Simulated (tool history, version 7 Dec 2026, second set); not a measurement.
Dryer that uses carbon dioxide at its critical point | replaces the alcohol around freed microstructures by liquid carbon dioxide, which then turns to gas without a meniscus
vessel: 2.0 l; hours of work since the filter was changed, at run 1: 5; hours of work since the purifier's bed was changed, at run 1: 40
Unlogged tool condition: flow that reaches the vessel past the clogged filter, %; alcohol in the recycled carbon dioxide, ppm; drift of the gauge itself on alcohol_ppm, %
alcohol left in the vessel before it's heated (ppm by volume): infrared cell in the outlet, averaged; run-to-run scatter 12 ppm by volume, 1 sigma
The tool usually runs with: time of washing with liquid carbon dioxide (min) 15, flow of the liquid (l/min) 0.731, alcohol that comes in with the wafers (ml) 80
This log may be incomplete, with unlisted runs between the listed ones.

run,hour,time of washing with liquid carbon dioxide (min),flow of the liquid (l/min),alcohol that comes in with the wafers (ml),hours of work since the filter was changed,hours of work since the purifier's bed was changed,alcohol left in the vessel before it's heated (ppm by volume)
1,0.0,15,0.731,80,5,40,698
2,27.8,15,0.731,80,17,53,717
3,54.7,15,0.731,80,29,64,740
4,86.5,15,0.731,30,43,79,299
5,119.9,15,0.731,80,58,93,783
6,151.5,15,0.731,56,72,108,569
7,181.7,15,1.177,80,86,121,109
8,204.3,15,0.913,80,96,131,353
9,236.6,15,0.913,80,110,145,343
10,270.6,15,0.913,80,125,160,363
11,308.2,15,0.731,22,142,177,274
12,332.4,15,1.040,80,153,188,220
13,364.3,15,1.040,80,167,202,246
14,381.3,15,0.731,80,174,210,971
15,420.7,15,0.731,80,192,227,998
16,460.3,15,0.651,80,209,245,1513
17,477.9,15,0.651,80,217,253,1488
18,514.5,15,0.651,80,233,269,1577
19,553.1,15,0.651,80,251,286,1601
20,582.0,15,0.651,80,263,299,1586
21,612.3,15,0.731,80,277,312,1155
# hour 627.7: inlet filter changed
22,635.8,15,0.731,80,4,322,739
23,658.0,15,0.731,80,13,332,748
24,686.9,15,0.731,80,26,345,763
25,707.1,15,0.507,62,35,354,1920
26,739.7,23,0.731,80,50,368,142
27,762.1,11,0.669,100,60,378,3534
28,787.8,11,0.669,100,71,390,3630
29,819.5,15,0.766,65,85,404,593
30,852.4,15,0.766,65,100,419,623
31,891.7,15,0.766,65,117,436,639
32,914.4,15,0.510,54,127,446,1821
33,940.3,19,0.557,39,139,458,518
34,959.1,13,1.072,97,147,466,485
35,983.5,12,1.072,20,158,477,197
36,1010.1,18,0.475,105,170,489,2690
37,1047.7,23,0.904,66,187,505,94
38,1081.5,15,0.731,56,202,520,749
39,1099.6,20,0.945,93,210,528,153
# hour 1104.5: purifier's bed changed
40,1130.5,20,0.972,59,222,12,55
41,1165.6,20,0.972,59,238,27,56
42,1204.0,11,0.727,69,255,44,2453
43,1237.2,17,1.027,54,270,59,107
44,1258.2,17,1.027,54,279,68,117
# hour 1269.7: inlet filter changed
45,1284.6,15,0.583,29,7,80,600

Run 46 has not been measured yet. What should we expect?
46,1318.5,20,0.711,29,22,95,?

Run 46 yielded alcohol left in the vessel before it's heated (ppm by volume) 106.
With no hidden state in the tool, this same run would have given alcohol left in the vessel before it's heated (ppm by volume) 87.

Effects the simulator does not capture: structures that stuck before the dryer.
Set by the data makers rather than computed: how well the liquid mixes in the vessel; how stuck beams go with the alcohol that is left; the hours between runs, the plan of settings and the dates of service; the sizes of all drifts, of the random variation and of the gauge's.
